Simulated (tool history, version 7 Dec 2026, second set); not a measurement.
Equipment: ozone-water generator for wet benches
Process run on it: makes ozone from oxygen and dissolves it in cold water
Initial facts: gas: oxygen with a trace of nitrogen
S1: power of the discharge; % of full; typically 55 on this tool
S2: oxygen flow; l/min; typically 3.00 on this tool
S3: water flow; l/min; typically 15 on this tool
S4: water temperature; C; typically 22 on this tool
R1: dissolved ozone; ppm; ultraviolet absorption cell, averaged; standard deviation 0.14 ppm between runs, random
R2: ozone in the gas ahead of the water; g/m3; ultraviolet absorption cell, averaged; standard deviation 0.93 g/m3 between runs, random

run    hour  S1    S2  S3  S4    R1     R2
  1     0.0  55  3.00  15  22  15.4  155.3
  2    62.4  55  2.51  15  22  15.4  174.4
  3   152.9  68  2.51  15  22  17.4  197.5
  4   210.2  55  3.00  15  22  15.6  153.9
  5   263.0  55  3.00  15  22  15.5  154.9
  6   309.2  61  3.00  15  22  16.5  165.1
  7   354.3  61  3.00  15  22  16.3  163.9
  8   426.1  55  3.00  15  22  15.4  156.4
  9   517.6  55  3.00  15  22  15.1  153.4
 10   597.8  55  3.00  15  15  16.3  153.3
 11   682.0  55  3.00  15  15  16.7  153.7
 12   776.1  55  3.00  15  15  16.5  152.3
 13   825.5  55  3.00  15  15  16.7  153.0
 14   903.2  55  3.00  15  15  16.6  155.0
 15   962.9  55  3.00  15  22  15.2  152.0
 16  1036.5  55  2.70  15  22  15.1  164.8
 17  1104.3  55  2.70  15  22  15.4  165.3
 18  1192.4  67  3.00  24  22  11.2  171.8
 19  1256.7  46  3.00  24  22   9.1  136.9
 20  1349.8  55  1.96  15  14  16.4  201.8
 21  1430.5  55  3.00  14  20  16.6  152.4
 22  1488.9  89  3.00  15  22  20.3  202.8
 23  1556.2  55  3.00  15  20  15.2  152.8
 24  1650.0  62  2.45  15  22  16.0  185.8
 25  1711.5  62  2.06  15  22  16.4  208.9
 26  1798.7  99  3.00  15  15  23.1  214.1
 27  1891.3  55  1.73  13  22  17.0  216.5
 28  1965.3  95  3.54  18  20  18.3  185.3
 29  2003.6  89  3.00  15  17  21.0  199.1
 30  2098.2  89  3.00  15  17  21.1  204.3
 31  2154.6  89  3.00  15  17  21.0  198.9
 32  2197.7  89  3.00  20  17  16.3  198.2
 33  2273.7  56  1.68  24  15   9.7  222.0

Some steps in R1 between neighbouring runs. How much of each would the tool show without its hidden state too (settings, what came in, random variation), and how much is left for the hidden state, with any gauge scatter that isn't in both results?
The tool's hidden condition here consists of: yield of the discharge, % of new electrodes'; contactor's efficiency, % of a clean one's; true water temperature over the reading, C; drift of the gauge itself on ozone_ppm, %; drift of the gauge itself on gas_g_m3, %.
Run 19 -> 20: S1 46 -> 55, S2 3.00 -> 1.96, S3 24 -> 15, S4 22 -> 14. R1 +7.3 ppm: hidden state -0.3, all else +7.6.
Run 25 -> 26: S1 62 -> 99, S2 2.06 -> 3.00, S4 22 -> 15. R1 +6.7 ppm: hidden state -0.6, all else +7.3.
Run 26 -> 27: S1 99 -> 55, S2 3.00 -> 1.73, S3 15 -> 13, S4 15 -> 22. R1 -6.1 ppm: hidden state +0.6, all else -6.7.
Run 32 -> 33: S1 89 -> 56, S2 3.00 -> 1.68, S3 20 -> 24, S4 17 -> 15. R1 -6.6 ppm: hidden state +0.6, all else -7.2.

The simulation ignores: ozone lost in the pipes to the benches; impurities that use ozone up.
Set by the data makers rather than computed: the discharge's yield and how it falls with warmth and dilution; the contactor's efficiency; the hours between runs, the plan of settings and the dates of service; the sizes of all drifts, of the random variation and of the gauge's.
